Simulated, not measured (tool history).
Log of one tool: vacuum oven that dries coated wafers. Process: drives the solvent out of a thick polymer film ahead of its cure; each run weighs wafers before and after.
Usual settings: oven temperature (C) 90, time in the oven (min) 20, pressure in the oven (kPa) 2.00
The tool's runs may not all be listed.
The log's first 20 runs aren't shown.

Run 21, hour 570.5: usual settings but oven temperature (C) 89, time in the oven (min) 11, pressure in the oven (kPa) 1.80. Result: solvent left in the film (%) 4.71.
Run 22, hour 589.5: usual settings but oven temperature (C) 89, time in the oven (min) 14, pressure in the oven (kPa) 3.49. Result: solvent left in the film (%) 5.39.
Run 23, hour 609.1: usual settings but oven temperature (C) 89, time in the oven (min) 14, pressure in the oven (kPa) 3.49. Result: solvent left in the film (%) 5.39.
Run 24, hour 636.3: usual settings but pressure in the oven (kPa) 1.15. Result: solvent left in the film (%) 1.96.
Run 25, hour 664.4: usual settings but pressure in the oven (kPa) 2.50. Result: solvent left in the film (%) 3.32.
Run 26, hour 697.6: usual settings but oven temperature (C) 93, time in the oven (min) 28, pressure in the oven (kPa) 6.20. Result: solvent left in the film (%) 6.09.
Run 27, hour 725.1: usual settings but oven temperature (C) 93, time in the oven (min) 28, pressure in the oven (kPa) 6.20. Result: solvent left in the film (%) 6.11.
At hour 729.9: vacuum gauge cleaned of residue and calibrated, once more.
Run 28, hour 767.6: usual settings but oven temperature (C) 93, time in the oven (min) 28, pressure in the oven (kPa) 6.20. Result: solvent left in the film (%) 6.01.
Run 29, hour 786.6: usual settings but oven temperature (C) 91, pressure in the oven (kPa) 1.89. Result: solvent left in the film (%) 2.36.
Run 30, hour 820.3: usual settings but oven temperature (C) 91, pressure in the oven (kPa) 1.89. Result: solvent left in the film (%) 2.36.
Run 31, hour 837.7: usual settings but oven temperature (C) 92, pressure in the oven (kPa) 3.73. Result: solvent left in the film (%) 4.06.
Run 32, hour 856.3: usual settings but oven temperature (C) 92, pressure in the oven (kPa) 3.73. Result: solvent left in the film (%) 3.99.
Run 33, hour 897.3: usual settings but oven temperature (C) 79, time in the oven (min) 27, pressure in the oven (kPa) 1.00. Result: solvent left in the film (%) 2.64.

4 ways to go on from here, each from the tool as it stands after run 33. What would each give?
Run A, hour 934.7: usual settings but time in the oven (min) 13. Result: solvent left in the film (%) ?.
Run B, hour 934.7: usual settings but oven temperature (C) 98, time in the oven (min) 19, pressure in the oven (kPa) 4.35. Result: solvent left in the film (%) ?.
Run C, hour 934.7: usual settings but oven temperature (C) 79, time in the oven (min) 10, pressure in the oven (kPa) 1.20. Result: solvent left in the film (%) ?.
Run D, hour 934.7: usual settings but oven temperature (C) 79, time in the oven (min) 15, pressure in the oven (kPa) 1.00. Result: solvent left in the film (%) ?.

run  solvent left in the film (%)
  A                          3.83
  B                          3.58
  C                          7.12
  D                          5.02
Without the tool's hidden state the same runs would have given:
run  solvent left in the film (%)
  A                          4.02
  B                          3.70
  C                          7.36
  D                          5.24

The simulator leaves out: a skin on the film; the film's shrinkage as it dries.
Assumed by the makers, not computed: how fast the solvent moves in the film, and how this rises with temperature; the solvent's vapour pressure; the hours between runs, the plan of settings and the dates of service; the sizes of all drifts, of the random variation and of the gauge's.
